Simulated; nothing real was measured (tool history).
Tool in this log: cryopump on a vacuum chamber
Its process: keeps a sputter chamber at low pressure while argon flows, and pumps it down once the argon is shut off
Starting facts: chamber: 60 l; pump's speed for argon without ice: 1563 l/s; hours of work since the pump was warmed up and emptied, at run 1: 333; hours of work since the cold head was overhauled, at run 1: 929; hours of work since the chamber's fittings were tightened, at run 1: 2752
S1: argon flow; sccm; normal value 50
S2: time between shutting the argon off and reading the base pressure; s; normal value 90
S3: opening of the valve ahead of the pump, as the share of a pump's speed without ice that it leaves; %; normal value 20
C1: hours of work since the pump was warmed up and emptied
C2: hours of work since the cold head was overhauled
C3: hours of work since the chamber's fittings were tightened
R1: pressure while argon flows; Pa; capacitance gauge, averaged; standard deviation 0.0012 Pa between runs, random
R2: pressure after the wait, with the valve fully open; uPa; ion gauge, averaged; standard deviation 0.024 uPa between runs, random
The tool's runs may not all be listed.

Run 1, hour 0: usual settings; C1 333; C2 929; C3 2752. Result: R1 0.2817 Pa, R2 1.55 uPa.
Run 2, hour 20.6: usual settings; C1 345; C2 941; C3 2764. Result: R1 0.2809 Pa, R2 1.54 uPa.
Run 3, hour 58.3: usual settings; C1 366; C2 962; C3 2785. Result: R1 0.2822 Pa, R2 1.51 uPa.
Run 4, hour 88.6: usual settings; C1 383; C2 979; C3 2802. Result: R1 0.2849 Pa, R2 1.57 uPa.
Run 5, hour 111.6: usual settings; C1 396; C2 992; C3 2815. Result: R1 0.2839 Pa, R2 1.56 uPa.
Run 6, hour 149.2: usual settings; C1 417; C2 1013; C3 2836. Result: R1 0.2837 Pa, R2 1.62 uPa.
Run 7, hour 170.8: usual settings but S2 36 s; C1 429; C2 1025; C3 2848. Result: R1 0.2863 Pa, R2 2.65 uPa.
Run 8, hour 192.9: usual settings but S2 36 s; C1 441; C2 1037; C3 2860. Result: R1 0.2862 Pa, R2 2.7 uPa.
Run 9, hour 209.9: usual settings but S1 26 sccm; C1 451; C2 1047; C3 2870. Result: R1 0.1491 Pa, R2 1.63 uPa.
Run 10, hour 227.8: usual settings; C1 461; C2 1057; C3 2880. Result: R1 0.2875 Pa, R2 1.67 uPa.
Run 11, hour 255.4: usual settings but S1 34 sccm; C1 476; C2 1072; C3 2895. Result: R1 0.1959 Pa, R2 1.6 uPa.
Run 12, hour 272.2: usual settings but S1 34 sccm; C1 485; C2 1082; C3 2905. Result: R1 0.1975 Pa, R2 1.66 uPa.
Run 13, hour 296.1: usual settings but S1 34 sccm; C1 499; C2 1095; C3 2918. Result: R1 0.1976 Pa, R2 1.65 uPa.
Run 14, hour 330.9: usual settings but S2 169 s; C1 518; C2 1115; C3 2937. Result: R1 0.2908 Pa, R2 1.4 uPa.
Run 15, hour 365.8: usual settings but S2 169 s, S3 19 %; C1 538; C2 1134; C3 2957. Result: R1 0.3071 Pa, R2 1.39 uPa.
Run 16, hour 400.4: usual settings but S2 169 s, S3 32 %; C1 557; C2 1153; C3 2976. Result: R1 0.1931 Pa, R2 1.39 uPa.
Run 17, hour 441.4: usual settings but S2 169 s, S3 32 %; C1 580; C2 1176; C3 2999. Result: R1 0.1921 Pa, R2 1.42 uPa.
At hour 455: pump warmed up, emptied and cooled again.
Run 18, hour 479.5: usual settings but S1 30 sccm; C1 14; C2 1195; C3 3018. Result: R1 0.1634 Pa, R2 1.42 uPa.
Run 19, hour 508.4: usual settings but S1 23 sccm, S2 77 s; C1 30; C2 1211; C3 3034. Result: R1 0.1256 Pa, R2 1.56 uPa.
Run 20, hour 548.4: usual settings but S1 31 sccm, S3 15 %; C1 52; C2 1233; C3 3056. Result: R1 0.2253 Pa, R2 1.49 uPa.
Run 21, hour 576.8: usual settings but S1 60 sccm, S2 184 s, S3 19 %; C1 68; C2 1249; C3 3072. Result: R1 0.3479 Pa, R2 1.1 uPa.
Run 22, hour 605.5: usual settings but S1 55 sccm, S2 244 s; C1 84; C2 1265; C3 3088. Result: R1 0.3025 Pa, R2 1.04 uPa.
Run 23, hour 636.5: usual settings but S1 55 sccm, S2 244 s; C1 101; C2 1283; C3 3105. Result: R1 0.3019 Pa, R2 1.01 uPa.
Run 24, hour 676.9: usual settings but S1 54 sccm, S2 244 s, S3 18 %; C1 124; C2 1305; C3 3128. Result: R1 0.3273 Pa, R2 1.07 uPa.
Run 25, hour 696.9: usual settings but S1 48 sccm, S3 16 %; C1 135; C2 1316; C3 3139. Result: R1 0.3303 Pa, R2 1.55 uPa.
Run 26, hour 727.9: usual settings but S1 48 sccm, S3 16 %; C1 153; C2 1334; C3 3157. Result: R1 0.3298 Pa, R2 1.5 uPa.
Run 27, hour 753.9: usual settings but S1 48 sccm, S3 16 %; C1 167; C2 1348; C3 3171. Result: R1 0.3309 Pa, R2 1.52 uPa.
Run 28, hour 774.9: usual settings but S1 48 sccm, S3 16 %; C1 179; C2 1360; C3 3183. Result: R1 0.3328 Pa, R2 1.56 uPa.
Run 29, hour 797.4: usual settings but S1 48 sccm, S3 16 %; C1 191; C2 1373; C3 3195. Result: R1 0.331 Pa, R2 1.57 uPa.
Run 30, hour 826.2: usual settings but S1 48 sccm, S3 16 %; C1 208; C2 1389; C3 3212. Result: R1 0.3308 Pa, R2 1.58 uPa.
Run 31, hour 863.5: usual settings but S2 73 s, S3 19 %; C1 228; C2 1410; C3 3232. Result: R1 0.2934 Pa, R2 1.78 uPa.
Run 32, hour 896.6: usual settings but S2 45 s; C1 247; C2 1428; C3 3251. Result: R1 0.28 Pa, R2 2.2 uPa.
Run 33, hour 928.5: usual settings but S2 45 s; C1 265; C2 1446; C3 3269. Result: R1 0.2801 Pa, R2 2.34 uPa.
Run 34, hour 954.2: usual settings but S1 61 sccm, S2 52 s, S3 35 %; C1 279; C2 1460; C3 3283. Result: R1 0.1998 Pa, R2 2.12 uPa.
Run 35, hour 994: usual settings but S1 61 sccm, S2 52 s, S3 35 %; C1 301; C2 1483; C3 3305. Result: R1 0.2028 Pa, R2 2.13 uPa.

Some steps in R1, run to run, broken into two amounts with sign: the step expected even without the hidden condition (settings, incoming material, random variation), and the rest, left for the hidden condition together with whatever gauge scatter is not in both the measured and the hidden-condition-free result:
What the log doesn't record here: pump's speed, % of a pump's without ice; cold plate's temperature, K; leak into the chamber, uPa l/s; drift of the gauge itself on working_pa, %; drift of the gauge itself on base_upa, %.
Run 8 -> 9: S1 50 -> 26, S2 36 -> 90. R1 -0.1371 Pa: hidden state -0.0079, all else -0.1292.
Run 9 -> 10: S1 26 -> 50. R1 +0.1384 Pa: hidden state +0.0089, all else +0.1295.
Run 17 -> 18: S1 50 -> 30, S2 169 -> 90, S3 32 -> 20, pump warmed up, emptied and cooled again. R1 -0.0287 Pa: hidden state -0.0235, all else -0.0052.
Run 20 -> 21: S1 31 -> 60, S2 90 -> 184, S3 15 -> 19. R1 +0.1226 Pa: hidden state +0.0019, all else +0.1207.

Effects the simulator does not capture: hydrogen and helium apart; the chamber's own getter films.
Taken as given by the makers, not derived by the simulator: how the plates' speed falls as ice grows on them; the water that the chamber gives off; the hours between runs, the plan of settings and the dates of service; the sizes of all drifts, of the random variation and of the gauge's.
